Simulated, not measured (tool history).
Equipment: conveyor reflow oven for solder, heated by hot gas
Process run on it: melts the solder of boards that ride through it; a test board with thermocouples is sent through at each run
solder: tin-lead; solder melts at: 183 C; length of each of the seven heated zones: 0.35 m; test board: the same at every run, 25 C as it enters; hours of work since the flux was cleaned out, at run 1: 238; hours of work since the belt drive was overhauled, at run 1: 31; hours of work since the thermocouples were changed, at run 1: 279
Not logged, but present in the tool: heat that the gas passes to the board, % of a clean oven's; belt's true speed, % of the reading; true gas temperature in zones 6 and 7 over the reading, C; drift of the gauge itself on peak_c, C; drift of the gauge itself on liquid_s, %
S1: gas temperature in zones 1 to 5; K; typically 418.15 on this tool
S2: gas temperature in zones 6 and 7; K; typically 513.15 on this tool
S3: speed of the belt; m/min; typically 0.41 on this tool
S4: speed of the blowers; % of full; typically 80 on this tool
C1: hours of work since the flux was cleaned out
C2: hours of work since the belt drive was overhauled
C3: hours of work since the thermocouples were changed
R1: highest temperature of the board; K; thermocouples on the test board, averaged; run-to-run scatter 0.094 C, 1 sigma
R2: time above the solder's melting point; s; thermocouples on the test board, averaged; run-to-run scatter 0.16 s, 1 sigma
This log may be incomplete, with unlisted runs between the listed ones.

Run 1, day 0: usual settings; C1 238; C2 31; C3 279. Result: R1 501.93 K, R2 90.8 s.
Run 2, day 0.25: usual settings but S1 420.15 K; C1 243; C2 35; C3 283. Result: R1 502.36 K, R2 91.9 s.
Run 3, day 0.458: usual settings but S1 420.15 K; C1 246; C2 39; C3 287. Result: R1 502.3 K, R2 91.8 s.
Run 4, day 0.858: usual settings but S1 420.15 K; C1 253; C2 46; C3 293. Result: R1 501.96 K, R2 92 s.
Run 5, day 1.133: usual settings but S3 0.449 m/min; C1 258; C2 50; C3 298. Result: R1 499.52 K, R2 81 s.
Run 6, day 1.525: usual settings but S3 0.449 m/min; C1 264; C2 57; C3 305. Result: R1 499.55 K, R2 81.3 s.
Run 7, day 1.883: usual settings but S3 0.449 m/min; C1 270; C2 63; C3 311. Result: R1 499.64 K, R2 80.9 s.
Run 8, day 2.058: usual settings but S3 0.449 m/min; C1 273; C2 66; C3 314. Result: R1 499.67 K, R2 81.2 s.
Run 9, day 2.283: usual settings but S1 413.15 K; C1 277; C2 70; C3 318. Result: R1 501.26 K, R2 88.3 s.
Run 10, day 2.583: usual settings but S1 413.15 K; C1 282; C2 75; C3 323. Result: R1 501.42 K, R2 88.1 s.
Run 11, day 2.921: usual settings but S1 413.15 K; C1 288; C2 81; C3 329. Result: R1 501.19 K, R2 88 s.
Run 12, day 3.225: usual settings but S1 413.15 K; C1 293; C2 86; C3 334. Result: R1 501.37 K, R2 88.1 s.
Run 13, day 3.617: usual settings but S1 413.15 K; C1 300; C2 93; C3 341. Result: R1 501.28 K, R2 88.1 s.
At day 4.033: flux residue cleaned out of gas plates and filters.
Run 14, day 4.146: usual settings; C1 2; C2 98; C3 346. Result: R1 501.98 K, R2 90.9 s.
Run 15, day 4.354: usual settings but S4 82 % of full; C1 5; C2 102; C3 350. Result: R1 502.18 K, R2 91.4 s.
Run 16, day 4.633: usual settings but S4 77 % of full; C1 10; C2 107; C3 354. Result: R1 501.59 K, R2 90.4 s.
Run 17, day 4.888: usual settings but S2 522.15 K, S3 0.351 m/min; C1 15; C2 111; C3 359. Result: R1 514.14 K, R2 114.3 s.
Run 18, day 5.3: usual settings but S2 522.15 K, S3 0.351 m/min; C1 22; C2 118; C3 366. Result: R1 514.08 K, R2 114.4 s.
Run 19, day 5.612: usual settings but S2 522.15 K, S3 0.351 m/min; C1 27; C2 123; C3 371. Result: R1 514.08 K, R2 114.4 s.
Run 20, day 5.992: usual settings but S1 417.15 K, S2 510.15 K; C1 34; C2 130; C3 378. Result: R1 499.18 K, R2 88.6 s.
Run 21, day 6.162: usual settings but S1 417.15 K, S2 510.15 K; C1 36; C2 133; C3 381. Result: R1 499.23 K, R2 88.3 s.
Run 22, day 6.358: usual settings but S1 417.15 K, S2 510.15 K; C1 40; C2 136; C3 384. Result: R1 499.13 K, R2 88.4 s.
Run 23, day 6.746: usual settings but S1 421.15 K, S2 516.15 K, S4 56 % of full; C1 46; C2 143; C3 391. Result: R1 501.33 K, R2 91.5 s.
Run 24, day 7.05: usual settings but S1 421.15 K, S2 516.15 K, S4 56 % of full; C1 52; C2 148; C3 396. Result: R1 501.22 K, R2 91.6 s.
Run 25, day 7.425: usual settings but S1 421.15 K, S2 516.15 K, S4 56 % of full; C1 58; C2 154; C3 402. Result: R1 501.22 K, R2 91.7 s.
Run 26, day 7.767: usual settings but S1 405.15 K, S2 514.15 K; C1 64; C2 160; C3 408. Result: R1 501.39 K, R2 84.9 s.
Run 27, day 8.008: usual settings but S1 430.15 K, S3 0.359 m/min; C1 68; C2 164; C3 412. Result: R1 506.21 K, R2 113.6 s.
Run 28, day 8.421: usual settings but S1 422.15 K, S2 519.15 K, S3 0.473 m/min; C1 75; C2 171; C3 419. Result: R1 504.08 K, R2 81.2 s.
Run 29, day 8.721: usual settings but S1 432.15 K, S2 517.15 K, S3 0.376 m/min, S4 60 % of full; C1 80; C2 177; C3 424. Result: R1 506.9 K, R2 109.8 s.
Run 30, day 9.092: usual settings but S1 421.15 K, S3 0.414 m/min; C1 87; C2 183; C3 431. Result: R1 502.08 K, R2 91.4 s.
Run 31, day 9.412: usual settings but S1 408.15 K, S3 0.396 m/min; C1 92; C2 188; C3 436. Result: R1 501.69 K, R2 89.6 s.

Predict the results of run 32:
Run 32, day 9.788: usual settings but S1 408.15 K, S3 0.396 m/min; C1 98; C2 195; C3 443. Result: R1 ?, R2 ?.

R1: 501.67 K
R2: 89.6 s
Were there no unlogged condition in the tool, this run, its random variation unchanged, would have produced R1 501.65 K, R2 89.6 s.
